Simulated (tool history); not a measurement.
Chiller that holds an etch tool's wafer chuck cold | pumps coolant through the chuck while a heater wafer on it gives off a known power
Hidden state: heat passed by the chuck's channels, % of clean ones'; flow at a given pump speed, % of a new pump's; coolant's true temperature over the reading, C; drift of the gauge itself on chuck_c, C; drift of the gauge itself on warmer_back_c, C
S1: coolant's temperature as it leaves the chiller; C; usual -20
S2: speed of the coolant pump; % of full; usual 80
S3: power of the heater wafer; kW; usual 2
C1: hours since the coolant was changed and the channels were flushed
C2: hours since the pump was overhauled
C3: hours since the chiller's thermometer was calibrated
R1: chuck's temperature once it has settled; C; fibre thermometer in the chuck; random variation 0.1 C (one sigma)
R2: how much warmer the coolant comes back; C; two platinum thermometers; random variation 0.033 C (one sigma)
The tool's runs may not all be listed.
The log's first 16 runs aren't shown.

run 17 hour=1044.4 | S1=-20 S2=73 S3=2.438 | C1=7226 C2=3130 C3=372 | R1=-1.8 R2=6.09
run 18 hour=1118.8 | S1=-30 S2=96 S3=1.167 | C1=7300 C2=3204 C3=447 | R1=-22.7 R2=2.21
run 19 hour=1203 | S1=-27 S2=96 S3=1.277 | C1=7384 C2=3288 C3=531 | R1=-19 R2=2.41
run 20 hour=1295.1 | S1=-27 S2=96 S3=1.277 | C1=7476 C2=3380 C3=623 | R1=-19 R2=2.43
run 21 hour=1375.7 | S1=-16 S2=80 S3=1.712 | C1=7557 C2=3461 C3=704 | R1=-3.8 R2=3.92
run 22 hour=1435.9 | S1=-16 S2=80 S3=1.712 | C1=7617 C2=3521 C3=764 | R1=-3.9 R2=3.91
run 23 hour=1518.6 | S1=-16 S2=80 S3=1.712 | C1=7700 C2=3604 C3=847 | R1=-3.7 R2=3.92
run 24 hour=1558.5 | S1=-16 S2=80 S3=1.712 | C1=7740 C2=3644 C3=887 | R1=-3.8 R2=3.97
run 25 hour=1599.8 | S1=-16 S2=80 S3=1.712 | C1=7781 C2=3685 C3=928 | R1=-3.6 R2=3.89
run 26 hour=1642.8 | S1=-16 S2=80 S3=2.684 | C1=7824 C2=3728 C3=971 | R1=3.2 R2=6.17
run 27 hour=1702.5 | S1=-25 S2=71 S3=2.564 | C1=7884 C2=3788 C3=1031 | R1=-5.2 R2=6.62
run 28 hour=1763.9 | S1=-15 S2=71 S3=2.542 | C1=7945 C2=3849 C3=1092 | R1=4.7 R2=6.64
run 29 hour=1844.8 | S1=-15 S2=71 S3=2.542 | C1=8026 C2=3930 C3=1173 | R1=4.6 R2=6.71
run 30 hour=1931.8 | S1=-13 S2=82 S3=2.48 | C1=8113 C2=4017 C3=1260 | R1=4.5 R2=5.59
run 31 hour=1993.2 | S1=-13 S2=82 S3=1.509 | C1=8174 C2=4078 C3=1321 | R1=-2.1 R2=3.36

3 ways to go on from here, each from the tool as it stands after run 31. What would each give?
run A hour=2076.1 | S1=-13 S2=69 S3=1.509 | C1=8257 C2=4161 C3=1404 | R1=? R2=?
run B hour=2076.1 | S1=-13 S2=82 S3=1.211 | C1=8257 C2=4161 C3=1404 | R1=? R2=?
run C hour=2076.1 | S1=-25 S2=74 S3=1.576 | C1=8257 C2=4161 C3=1404 | R1=? R2=?

run=A R1=-0.9 R2=4
run=B R1=-4.4 R2=2.67
run=C R1=-12.9 R2=3.95
Without the tool's hidden state the same runs would have given:
run=A R1=-2.9 R2=3.86
run=B R1=-5.8 R2=2.58
run=C R1=-14.9 R2=3.81

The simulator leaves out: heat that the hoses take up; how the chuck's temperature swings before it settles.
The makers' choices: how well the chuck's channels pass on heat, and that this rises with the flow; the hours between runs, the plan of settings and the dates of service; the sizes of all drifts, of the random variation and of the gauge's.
